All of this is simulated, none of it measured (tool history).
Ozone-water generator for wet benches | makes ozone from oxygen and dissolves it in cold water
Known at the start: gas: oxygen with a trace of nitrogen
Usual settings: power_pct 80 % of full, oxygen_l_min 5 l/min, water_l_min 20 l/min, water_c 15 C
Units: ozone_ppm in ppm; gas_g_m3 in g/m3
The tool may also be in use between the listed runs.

run    hour  power_pct  oxygen_l_min  water_l_min  water_c  ozone_ppm  gas_g_m3
  1       0         80             5           20       15         24       196
  2   117.4         80             5           20       15       23.7     198.1
  3   269.2         80             5           14       15       30.2     195.7
  4   404.4         80             5           14       15       30.6     195.9
  5   537.2         75             5           20       15       22.9     189.9
  6   643.9         75             5           20       15       22.8     186.9
  7   739.6         75             5           20       15       22.7     187.1
      760.6  -- contactor cleaned
  8   847.8         51             5           20       15       17.8     144.1
  9   968.6         80             5           30       15       17.1     194.5
 10  1087.6         80             5           20       15       23.9     195.5
 11  1201.8         70             5           20       15       22.2     179.7
 12  1301.6         70             5           20       15       21.9     179.2
 13  1420.4         80             5           20       15       24.1     195.4
 14  1553.2         80          2.61           20       15       24.2     306.2
 15  1634.7         67          4.21           32       15       14.3     195.2
 16  1733.5         65          3.92           20        9       22.9     200.5
 17  1852.8         80             5           17       15       26.8     196.2
 18  1994.4         80             5           17       15       26.7     194.7
 19  2132.5         80          2.97           28       15       18.1     280.9
 20  2230.7         70          4.58           22       19       19.2     189.6
 21  2363.2         75             5           20       15       22.6       186
 22  2466.1         80          4.04           20        9       25.7     225.6
 23  2539.3         80          4.04           20        9       25.6     224.8
 24  2659.4         80          4.04           20        9       25.9     227.7
 25  2741.5         80             5           21       15         23     193.2
 26  2878.9         80             5           21       15         23     196.4
 27  2994.5         80           5.1           21       15       22.8     192.7

5 ways to go on from here, each from the tool as it stands after run 27. What would each give?
  A  3105.8         49          5.63           16       15          ?         ?
  B  3105.8         80          3.92           20       15          ?         ?
  C  3105.8         92          3.67           20       19          ?         ?
  D  3105.8         41             5           16       16          ?         ?
  E  3105.8         42           5.1           21       15          ?         ?

run  ozone_ppm  gas_g_m3
  A       19.6     131.1
  B       24.5     232.7
  C       25.7     265.8
  D       17.4     125.5
  E       14.9       126
Without the tool's hidden state the same runs would have given:
run  ozone_ppm  gas_g_m3
  A       19.7     131.3
  B       24.6     233.2
  C       25.8     266.4
  D       17.5     125.7
  E       14.9     126.2
